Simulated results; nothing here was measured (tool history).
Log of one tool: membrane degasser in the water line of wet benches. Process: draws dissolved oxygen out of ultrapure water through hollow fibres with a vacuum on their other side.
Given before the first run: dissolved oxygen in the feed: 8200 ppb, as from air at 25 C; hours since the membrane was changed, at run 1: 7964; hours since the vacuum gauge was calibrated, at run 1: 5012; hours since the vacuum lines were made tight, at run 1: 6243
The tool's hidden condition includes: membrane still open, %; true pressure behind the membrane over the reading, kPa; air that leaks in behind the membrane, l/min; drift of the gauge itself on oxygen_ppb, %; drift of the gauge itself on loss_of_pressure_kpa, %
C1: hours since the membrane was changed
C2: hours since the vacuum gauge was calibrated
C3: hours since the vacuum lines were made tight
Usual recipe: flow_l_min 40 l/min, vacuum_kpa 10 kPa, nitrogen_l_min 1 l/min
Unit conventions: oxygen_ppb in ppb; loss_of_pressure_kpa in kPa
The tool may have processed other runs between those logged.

Run 1, hour 0: usual settings; C1 7964; C2 5012; C3 6243. Result: oxygen_ppb 560.2 ppb, loss_of_pressure_kpa 48.75 kPa.
Run 2, hour 172.9: usual settings but flow_l_min 59 l/min; C1 8137; C2 5185; C3 6416. Result: oxygen_ppb 750.5 ppb, loss_of_pressure_kpa 71.97 kPa.
Run 3, hour 439.3: usual settings but nitrogen_l_min 1.05 l/min; C1 8404; C2 5452; C3 6683. Result: oxygen_ppb 539.5 ppb, loss_of_pressure_kpa 48.94 kPa.
Run 4, hour 650.2: usual settings but nitrogen_l_min 1.05 l/min; C1 8615; C2 5663; C3 6894. Result: oxygen_ppb 545.9 ppb, loss_of_pressure_kpa 48.94 kPa.
At hour 742.6: seals of the vacuum lines changed.
Run 5, hour 898.2: usual settings but vacuum_kpa 11.3 kPa; C1 8861; C2 5909; C3 156. Result: oxygen_ppb 659.3 ppb, loss_of_pressure_kpa 49.19 kPa.
Run 6, hour 1099.4: usual settings but vacuum_kpa 11.3 kPa; C1 9062; C2 6110; C3 357. Result: oxygen_ppb 659.9 ppb, loss_of_pressure_kpa 49.09 kPa.
Run 7, hour 1290: usual settings; C1 9252; C2 6300; C3 547. Result: oxygen_ppb 566.8 ppb, loss_of_pressure_kpa 48.75 kPa.
Run 8, hour 1525.2: usual settings; C1 9488; C2 6536; C3 783. Result: oxygen_ppb 566.5 ppb, loss_of_pressure_kpa 49.19 kPa.
Run 9, hour 1741.5: usual settings but flow_l_min 61 l/min, vacuum_kpa 20.6 kPa, nitrogen_l_min 1.94 l/min; C1 9704; C2 6752; C3 999. Result: oxygen_ppb 1077.3 ppb, loss_of_pressure_kpa 75.29 kPa.
Run 10, hour 1993.7: usual settings but flow_l_min 61 l/min, vacuum_kpa 13.6 kPa, nitrogen_l_min 1.71 l/min; C1 9956; C2 7004; C3 1251. Result: oxygen_ppb 772.5 ppb, loss_of_pressure_kpa 75.68 kPa.
Run 11, hour 2110.7: usual settings but flow_l_min 26 l/min, vacuum_kpa 11 kPa, nitrogen_l_min 2.05 l/min; C1 10073; C2 7121; C3 1368. Result: oxygen_ppb 244.7 ppb, loss_of_pressure_kpa 32.51 kPa.
Run 12, hour 2256.7: usual settings but flow_l_min 26 l/min, vacuum_kpa 11 kPa, nitrogen_l_min 2.05 l/min; C1 10219; C2 7267; C3 1514. Result: oxygen_ppb 244.7 ppb, loss_of_pressure_kpa 32.16 kPa.
Run 13, hour 2483.5: usual settings but flow_l_min 27 l/min, vacuum_kpa 13.9 kPa, nitrogen_l_min 0.49 l/min; C1 10446; C2 7494; C3 1741. Result: oxygen_ppb 1047.9 ppb, loss_of_pressure_kpa 34.01 kPa.
At hour 2555: vacuum gauge calibrated.
Run 14, hour 2720.2: usual settings but flow_l_min 27 l/min, vacuum_kpa 8.3 kPa, nitrogen_l_min 1.37 l/min; C1 10682; C2 165; C3 1977. Result: oxygen_ppb 224.9 ppb, loss_of_pressure_kpa 33.77 kPa.
Run 15, hour 2860.6: usual settings but flow_l_min 58 l/min, vacuum_kpa 12 kPa, nitrogen_l_min 0.71 l/min; C1 10822; C2 306; C3 2117. Result: oxygen_ppb 1114.5 ppb, loss_of_pressure_kpa 72.66 kPa.

Branching from run 15: 3 alternative next runs. What would each branch give?
Run A, hour 3057.3: usual settings but flow_l_min 27 l/min; C1 11019; C2 502; C3 2314. Result: oxygen_ppb ?, loss_of_pressure_kpa ?.
Run B, hour 3057.3: usual settings but vacuum_kpa 17.5 kPa; C1 11019; C2 502; C3 2314. Result: oxygen_ppb ?, loss_of_pressure_kpa ?.
Run C, hour 3057.3: usual settings but vacuum_kpa 6.7 kPa, nitrogen_l_min 1.93 l/min; C1 11019; C2 502; C3 2314. Result: oxygen_ppb ?, loss_of_pressure_kpa ?.

run  oxygen_ppb  loss_of_pressure_kpa
  A       387.8                 34.06
  B      1054.6                 50.27
  C         176                 50.36
What these runs would have given with no unlogged condition in the tool:
run  oxygen_ppb  loss_of_pressure_kpa
  A       381.4                 30.37
  B      1044.3                 44.81
  C       165.5                 44.89

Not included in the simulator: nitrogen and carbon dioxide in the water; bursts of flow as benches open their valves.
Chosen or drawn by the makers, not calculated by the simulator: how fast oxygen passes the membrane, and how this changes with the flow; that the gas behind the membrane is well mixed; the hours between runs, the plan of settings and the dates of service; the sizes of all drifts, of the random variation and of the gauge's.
